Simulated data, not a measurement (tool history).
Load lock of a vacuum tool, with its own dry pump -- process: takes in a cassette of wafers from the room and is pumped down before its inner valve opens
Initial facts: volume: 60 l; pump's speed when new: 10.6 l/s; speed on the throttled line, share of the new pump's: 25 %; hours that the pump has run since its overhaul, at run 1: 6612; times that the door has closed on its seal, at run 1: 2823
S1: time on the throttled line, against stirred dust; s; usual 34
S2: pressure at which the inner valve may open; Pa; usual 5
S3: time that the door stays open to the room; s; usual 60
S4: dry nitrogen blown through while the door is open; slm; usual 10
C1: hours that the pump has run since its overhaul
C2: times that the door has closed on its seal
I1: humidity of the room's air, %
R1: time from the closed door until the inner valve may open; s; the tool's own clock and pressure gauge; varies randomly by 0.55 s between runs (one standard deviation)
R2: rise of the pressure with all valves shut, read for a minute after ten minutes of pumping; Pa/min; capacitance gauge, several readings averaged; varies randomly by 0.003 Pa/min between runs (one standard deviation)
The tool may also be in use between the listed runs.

{"run": 1, "hour": 0.0, "S1": 34, "S2": 5, "S3": 60, "S4": 10, "C1": 6612, "C2": 2823, "I1": 43.9, "R1": 89.1, "R2": 0.027}
{"run": 2, "hour": 127.7, "S1": 56, "S2": 5, "S3": 60, "S4": 10, "C1": 6740, "C2": 3115, "I1": 43.1, "R1": 105.2, "R2": 0.029}
{"run": 3, "hour": 264.7, "S1": 56, "S2": 5, "S3": 60, "S4": 10, "C1": 6877, "C2": 3429, "I1": 43.4, "R1": 104.2, "R2": 0.035}
{"run": 4, "hour": 370.7, "S1": 34, "S2": 5, "S3": 60, "S4": 10, "C1": 6983, "C2": 3672, "I1": 45.6, "R1": 90.3, "R2": 0.027}
{"run": 5, "hour": 532.1, "S1": 34, "S2": 5, "S3": 60, "S4": 10, "C1": 7144, "C2": 4042, "I1": 44.9, "R1": 90.3, "R2": 0.03}
{"run": 6, "hour": 693.7, "S1": 34, "S2": 5, "S3": 60, "S4": 10, "C1": 7306, "C2": 4413, "I1": 45.9, "R1": 90.7, "R2": 0.03}
{"run": 7, "hour": 796.9, "S1": 34, "S2": 5, "S3": 60, "S4": 10, "C1": 7409, "C2": 4649, "I1": 40.2, "R1": 91.7, "R2": 0.026}
{"run": 8, "hour": 934.4, "S1": 34, "S2": 5, "S3": 60, "S4": 38, "C1": 7546, "C2": 4964, "I1": 46.5, "R1": 90.7, "R2": 0.02}
{"run": 9, "hour": 1059.1, "S1": 34, "S2": 5, "S3": 60, "S4": 38, "C1": 7671, "C2": 5250, "I1": 47.6, "R1": 90.7, "R2": 0.022}
{"run": 10, "hour": 1141.2, "S1": 34, "S2": 5, "S3": 60, "S4": 38, "C1": 7753, "C2": 5438, "I1": 43.4, "R1": 90.8, "R2": 0.018}
{"run": 11, "hour": 1237.0, "S1": 24, "S2": 5, "S3": 60, "S4": 10, "C1": 7849, "C2": 5658, "I1": 48.3, "R1": 83.6, "R2": 0.035}
{"run": 12, "hour": 1328.5, "S1": 24, "S2": 5, "S3": 60, "S4": 10, "C1": 7940, "C2": 5868, "I1": 45.4, "R1": 83.8, "R2": 0.03}
{"run": 13, "hour": 1467.9, "S1": 24, "S2": 5, "S3": 60, "S4": 10, "C1": 8080, "C2": 6187, "I1": 44.1, "R1": 83.6, "R2": 0.035}
{"run": 14, "hour": 1586.1, "S1": 34, "S2": 5, "S3": 60, "S4": 10, "C1": 8198, "C2": 6458, "I1": 44.9, "R1": 90.7, "R2": 0.033}
{"run": 15, "hour": 1709.1, "S1": 34, "S2": 5, "S3": 60, "S4": 10, "C1": 8321, "C2": 6740, "I1": 48.1, "R1": 92.3, "R2": 0.037}
{"run": 16, "hour": 1839.0, "S1": 19, "S2": 5, "S3": 60, "S4": 14, "C1": 8451, "C2": 7038, "I1": 46.3, "R1": 81.0, "R2": 0.025}
{"run": 17, "hour": 1936.8, "S1": 19, "S2": 5, "S3": 60, "S4": 14, "C1": 8549, "C2": 7262, "I1": 44.0, "R1": 81.1, "R2": 0.031}
{"run": 18, "hour": 2090.6, "S1": 34, "S2": 5, "S3": 60, "S4": 6, "C1": 8702, "C2": 7614, "I1": 45.1, "R1": 93.3, "R2": 0.037}
{"run": 19, "hour": 2220.0, "S1": 34, "S2": 5, "S3": 60, "S4": 6, "C1": 8832, "C2": 7911, "I1": 44.3, "R1": 92.0, "R2": 0.041}
{"run": 20, "hour": 2361.5, "S1": 34, "S2": 5, "S3": 60, "S4": 6, "C1": 8973, "C2": 8235, "I1": 45.0, "R1": 91.6, "R2": 0.039}
{"run": 21, "hour": 2483.8, "S1": 34, "S2": 5, "S3": 60, "S4": 6, "C1": 9096, "C2": 8516, "I1": 45.2, "R1": 92.6, "R2": 0.038}
{"run": 22, "hour": 2622.6, "S1": 34, "S2": 5, "S3": 60, "S4": 6, "C1": 9234, "C2": 8834, "I1": 45.5, "R1": 92.6, "R2": 0.04}
{"run": 23, "hour": 2698.9, "S1": 34, "S2": 5, "S3": 60, "S4": 6, "C1": 9311, "C2": 9009, "I1": 47.5, "R1": 91.6, "R2": 0.045}
{"run": 24, "hour": 2829.3, "S1": 34, "S2": 5, "S3": 204, "S4": 10, "C1": 9441, "C2": 9308, "I1": 41.5, "R1": 93.0, "R2": 0.062}
{"run": 25, "hour": 2989.5, "S1": 49, "S2": 9, "S3": 145, "S4": 8, "C1": 9601, "C2": 9675, "I1": 42.2, "R1": 98.9, "R2": 0.058}
{"run": 26, "hour": 3078.7, "S1": 34, "S2": 5, "S3": 60, "S4": 29, "C1": 9691, "C2": 9879, "I1": 45.5, "R1": 93.1, "R2": 0.03}

How would selected steps in R1 from run to run divide? Give the signed amount a tool lacking its hidden state would still show from settings, what came in and random variation, and the signed amount left for the hidden state, including any gauge scatter that is not in both of the compared results.
Hidden state at play: pump's speed, % of a new pump's; leak at the door's seal, Pa l/s; drift of the gauge itself on ready_s, %; drift of the gauge itself on rise_pa_min, %.
Run 1 -> 2: S1 34 -> 56. R1 +16.1 s: hidden state -0.6, all else +16.7.
Run 3 -> 4: S1 56 -> 34. R1 -13.9 s: hidden state +1.2, all else -15.1.
Run 24 -> 25: S1 34 -> 49, S2 5 -> 9, S3 204 -> 145, S4 10 -> 8. R1 +5.9 s: hidden state -1.5, all else +7.4.
Run 25 -> 26: S1 49 -> 34, S2 9 -> 5, S3 145 -> 60, S4 8 -> 29. R1 -5.8 s: hidden state +1.8, all else -7.6.

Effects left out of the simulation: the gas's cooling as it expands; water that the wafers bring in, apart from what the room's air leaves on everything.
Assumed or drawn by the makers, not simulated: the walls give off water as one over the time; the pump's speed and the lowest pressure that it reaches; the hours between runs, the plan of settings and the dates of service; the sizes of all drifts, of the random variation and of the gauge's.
